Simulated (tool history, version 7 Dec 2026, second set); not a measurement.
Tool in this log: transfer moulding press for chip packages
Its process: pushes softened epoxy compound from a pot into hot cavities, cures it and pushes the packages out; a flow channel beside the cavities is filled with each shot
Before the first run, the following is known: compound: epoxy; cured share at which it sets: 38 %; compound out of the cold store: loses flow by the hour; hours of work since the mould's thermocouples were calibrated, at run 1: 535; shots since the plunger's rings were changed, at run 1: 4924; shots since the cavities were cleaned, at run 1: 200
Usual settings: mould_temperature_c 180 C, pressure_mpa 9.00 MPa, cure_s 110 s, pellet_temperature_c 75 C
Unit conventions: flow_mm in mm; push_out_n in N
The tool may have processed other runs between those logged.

run    hour  mould_temperature_c  pressure_mpa  cure_s  pellet_temperature_c  hours of work since the mould's thermocouples were calibrated  shots since the plunger's rings were changed  shots since the cavities were cleaned  incoming compound's hours out of the cold store  flow_mm  push_out_n
  1     0.0                  180          9.00     110                    75                                                            535                                          4924                                    200                                             30.2      525         462
  2    44.4                  180          9.00     110                    79                                                            555                                          5292                                    568                                             22.2      543         576
       56.1  -- cavities cleaned with cleaning compound and waxed
  3   117.5                  180          9.00     110                    79                                                            588                                          5886                                    509                                             27.5      534         529
      126.3  -- plunger's sealing rings changed
      145.4  -- cavities cleaned with cleaning compound and waxed
  4   178.4                  180          9.00     110                    79                                                            613                                           420                                    274                                             46.7      509         472
  5   214.2                  180          9.00     110                    79                                                            630                                           717                                    571                                             30.9      553         565
      226.5  -- cavities cleaned with cleaning compound and waxed
  6   277.0                  180          9.00     110                    79                                                            657                                          1225                                    419                                             18.9      563         523
      306.7  -- cavities cleaned with cleaning compound and waxed
  7   317.7                  180          9.00     110                    79                                                            675                                          1550                                     91                                             33.0      535         408
      342.4  -- mould's thermocouples calibrated
  8   383.3                  180          9.00     112                    75                                                             18                                          2077                                    618                                             16.6      583         573
      389.9  -- cavities cleaned with cleaning compound and waxed
  9   423.1                  180         10.35     112                    75                                                             36                                          2395                                    275                                             25.7      588         498
      471.4  -- cavities cleaned with cleaning compound and waxed
 10   495.2                  180         10.35     112                    75                                                             68                                          2980                                    196                                             41.5      551         460
 11   541.3                  180         10.35     112                    75                                                             89                                          3363                                    579                                             46.3      537         555
      557.6  -- cavities cleaned with cleaning compound and waxed
 12   577.5                  180         10.35     112                    75                                                            104                                          3651                                    165                                             46.5      535         433
 13   611.6                  180          9.00     110                    79                                                            120                                          3933                                    447                                             46.2      500         529
      639.9  -- cavities cleaned with cleaning compound and waxed
 14   646.8                  180          7.99     143                    75                                                            135                                          4213                                     57                                             27.5      514         340
 15   700.6                  187          9.20     149                    75                                                            159                                          4660                                    504                                             43.1      487         494
      726.0  -- cavities cleaned with cleaning compound and waxed
 16   775.0                  187          9.20     149                    75                                                            192                                          5264                                    407                                             31.4      504         456
      808.3  -- cavities cleaned with cleaning compound and waxed
 17   811.0                  173          9.20     149                    76                                                            208                                          5550                                     22                                             47.3      516         342
      863.1  -- plunger's sealing rings changed
 18   888.3                  173          9.20     149                    76                                                            242                                           208                                    642                                             42.3      549         519
      895.3  -- cavities cleaned with cleaning compound and waxed
 19   927.6                  175          7.02     130                    74                                                            259                                           521                                    267                                             28.2      508         515
 20   969.1                  175          7.02     130                    74                                                            278                                           866                                    612                                             41.4      480         579
      977.9  -- cavities cleaned with cleaning compound and waxed
 21  1020.2                  178          8.11     106                    82                                                            300                                          1277                                    351                                             30.7      519         571
     1059.9  -- cavities cleaned with cleaning compound and waxed
 22  1083.1                  178          8.11     106                    74                                                            328                                          1786                                    192                                             20.6      549         516
 23  1135.2                  180          9.00     109                    75                                                            351                                          2219                                    625                                             44.6      501         550
     1143.8  -- cavities cleaned with cleaning compound and waxed
 24  1216.7                  183          9.00     111                    75                                                            388                                          2882                                    605                                             44.8      494         497
     1227.2  -- cavities cleaned with cleaning compound and waxed
 25  1297.9                  182          9.00     145                    75                                                            424                                          3543                                    587                                             39.2      502         468
     1310.6  -- cavities cleaned with cleaning compound and waxed
 26  1377.3                  182          9.00     145                    75                                                            459                                          4189                                    553                                             21.3      553         504

Alternative continuations, all from the tool just after run 26; predict every row:
     1393.5  -- cavities cleaned with cleaning compound and waxed
  A  1460.5                  173          9.00     110                    72                                                            496                                          4866                                    555                                             26.3        ?           ?
     1393.5  -- cavities cleaned with cleaning compound and waxed
  B  1460.5                  180         10.25     110                    68                                                            496                                          4866                                    555                                             32.6        ?           ?
     1393.5  -- cavities cleaned with cleaning compound and waxed
  C  1460.5                  182          8.72     122                    69                                                            496                                          4866                                    555                                             24.9        ?           ?
     1393.5  -- cavities cleaned with cleaning compound and waxed
  D  1460.5                  181          9.00     110                    75                                                            496                                          4866                                    555                                             42.6        ?           ?
     1393.5  -- cavities cleaned with cleaning compound and waxed
  E  1460.5                  180          9.00      97                    75                                                            496                                          4866                                    555                                             14.6        ?           ?

run  flow_mm  push_out_n
  A      568         816
  B      558         555
  C      528         497
  D      496         516
  E      569         695
Had the tool no hidden state, the same runs would have come out as:
run  flow_mm  push_out_n
  A      596         497
  B      585         328
  C      554         290
  D      520         299
  E      598         417
